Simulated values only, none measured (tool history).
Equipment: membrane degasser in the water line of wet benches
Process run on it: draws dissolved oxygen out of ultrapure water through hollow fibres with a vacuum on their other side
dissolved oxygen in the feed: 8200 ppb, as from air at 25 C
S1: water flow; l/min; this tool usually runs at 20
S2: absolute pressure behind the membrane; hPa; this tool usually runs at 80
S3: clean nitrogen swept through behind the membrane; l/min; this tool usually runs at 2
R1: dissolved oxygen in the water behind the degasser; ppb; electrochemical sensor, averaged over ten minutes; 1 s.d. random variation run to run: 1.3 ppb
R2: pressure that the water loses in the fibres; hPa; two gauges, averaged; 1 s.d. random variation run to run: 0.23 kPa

run 1 day=0 | S1=20 S2=80 S3=2 | R1=127.7 R2=581.9
run 2 day=1.508 | S1=16 S2=80 S3=2 | R1=101 R2=473.6
run 3 day=3.246 | S1=20 S2=80 S3=2 | R1=129.5 R2=583.8
run 4 day=4.95 | S1=20 S2=80 S3=2 | R1=128.8 R2=586.7
run 5 day=6.462 | S1=20 S2=80 S3=2 | R1=126.9 R2=589.2
run 6 day=7.625 | S1=20 S2=80 S3=2 | R1=124.5 R2=587.6
run 7 day=9.1 | S1=20 S2=80 S3=2 | R1=129.4 R2=590.5
-- day=9.4 vacuum gauge calibrated
run 8 day=10.25 | S1=20 S2=80 S3=2 | R1=130.6 R2=588.2
run 9 day=11.204 | S1=20 S2=80 S3=2 | R1=129.9 R2=590.2
run 10 day=12.379 | S1=20 S2=80 S3=2 | R1=125.1 R2=588.6
run 11 day=13.671 | S1=20 S2=80 S3=2 | R1=127.7 R2=588
run 12 day=15.504 | S1=20 S2=50.2 S3=2 | R1=60.1 R2=590.5
run 13 day=16.912 | S1=20 S2=50.2 S3=2 | R1=60.9 R2=593.2
run 14 day=18.658 | S1=20 S2=80 S3=2 | R1=128.4 R2=594.4
run 15 day=20.508 | S1=20 S2=80 S3=2 | R1=127.8 R2=591.2
run 16 day=22.242 | S1=20 S2=52.3 S3=2 | R1=65.4 R2=591.5
run 17 day=23.938 | S1=20 S2=52.3 S3=2 | R1=64.3 R2=590.5
run 18 day=25.167 | S1=13 S2=65.3 S3=1.31 | R1=81.8 R2=385.3
run 19 day=26.646 | S1=16 S2=161.9 S3=2.67 | R1=193.4 R2=475
run 20 day=27.617 | S1=16 S2=161.9 S3=2.67 | R1=195.1 R2=475.3
run 21 day=29.125 | S1=16 S2=161.9 S3=2.67 | R1=197.5 R2=477.5

For run 22, what comes out?
run 22 day=30.838 | S1=13 S2=161.9 S3=2.67 | R1=? R2=?

R1: 156.3 ppb
R2: 383.5 hPa
Take away the tool's hidden state, keep the run-to-run variation as it was, and the same run would have given R1 156.1 ppb, R2 377.3 hPa.
